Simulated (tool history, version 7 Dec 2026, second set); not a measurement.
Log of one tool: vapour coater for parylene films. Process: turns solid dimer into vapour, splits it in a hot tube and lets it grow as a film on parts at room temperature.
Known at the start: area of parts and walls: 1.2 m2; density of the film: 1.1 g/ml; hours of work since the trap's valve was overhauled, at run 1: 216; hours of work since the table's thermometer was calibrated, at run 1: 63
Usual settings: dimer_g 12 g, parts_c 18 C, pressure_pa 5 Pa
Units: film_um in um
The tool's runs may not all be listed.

run     day  dimer_g  parts_c  pressure_pa  hours of work since the trap's valve was overhauled  hours of work since the table's thermometer was calibrated  film_um
  1       0       12       18            5                                                  216                                                          63     6.03
  2   0.542       12       29            5                                                  228                                                          75     4.64
  3   0.846       13       18            5                                                  234                                                          81     6.46
  4   1.508       13       18            5                                                  248                                                          95     6.47
  5   1.896       13       18            5                                                  256                                                         103     6.45
  6   2.346       10       18            5                                                  266                                                         112        5
  7   2.846       10       18            5                                                  276                                                         123     4.98
  8   3.333       10       18            5                                                  286                                                         133     4.97
  9   3.854       10       18            5                                                  297                                                         144     4.96
 10   4.496        8       18            5                                                  311                                                         157     3.98
 11   4.804        8       18            5                                                  317                                                         164     3.96
 12   5.354        8       18            5                                                  329                                                         175     3.95
 13   5.796       12       18            5                                                  338                                                         185     5.92
 14   6.404       12       18            5                                                  351                                                         197     5.94
 15    6.85       12       18            5                                                  360                                                         207     5.91
 16   7.208       12       18            5                                                  367                                                         214      5.9
 17   7.625       12       18            5                                                  376                                                         223     5.91
 18   8.138       12       14         6.83                                                  387                                                         234     6.24
 19   8.538        8       19         5.19                                                  395                                                         242      3.8
 20   9.025       10       12         2.97                                                  405                                                         252     5.91
      9.354  -- gauge calibrated
 21   9.442       10       12         2.97                                                  414                                                         261     6.02
 22     9.8       10       12         2.97                                                  422                                                         269     6.01
 23  10.283       10       21         4.01                                                  432                                                         279     4.74
 24  10.833       10       21         4.01                                                  443                                                         290     4.72
 25  11.196       13       21         4.63                                                  451                                                         298     6.06
 26  11.867        7       18         2.66                                                  465                                                         312      3.7
 27   12.55        5       20        10.88                                                  479                                                         326     2.19
 28  13.225       12       27         3.63                                                  493                                                         340     4.95
 29  13.804        7       23            5                                                  505                                                         352     3.08
 30  14.275       12       17            5                                                  515                                                         362     6.05
 31  14.596       10       14          3.1                                                  522                                                         369     5.67
 32    15.2       10       14          3.1                                                  535                                                         382     5.66
     15.696  -- trap's valve overhauled
 33  15.746       10       14          3.1                                                    1                                                         390     5.65

Measured less the same run without the tool's hidden state. The same run-to-run variation is in both; the gauge's scatter may not be:
The hidden state here: vapour lost through the trap's worn valve, %; true temperature of the parts over the reading, C; drift of the gauge itself on film_um, %.
run  film_um
  1    -0.01
  2    -0.01
  3    -0.02
  4    -0.03
  5    -0.03
  6    -0.03
  7    -0.04
  8    -0.05
  9    -0.05
 10    -0.04
 11    -0.04
 12    -0.06
 13    -0.09
 14     -0.1
 15    -0.11
 16     -0.1
 17    -0.12
 18    -0.13
 19    -0.09
 20    -0.13
 21    -0.01
 22    -0.02
 23    -0.01
 24    -0.02
 25    -0.03
 26    -0.03
 27    -0.02
 28    -0.05
 29    -0.03
 30    -0.08
 31    -0.08
 32    -0.09
 33    -0.08
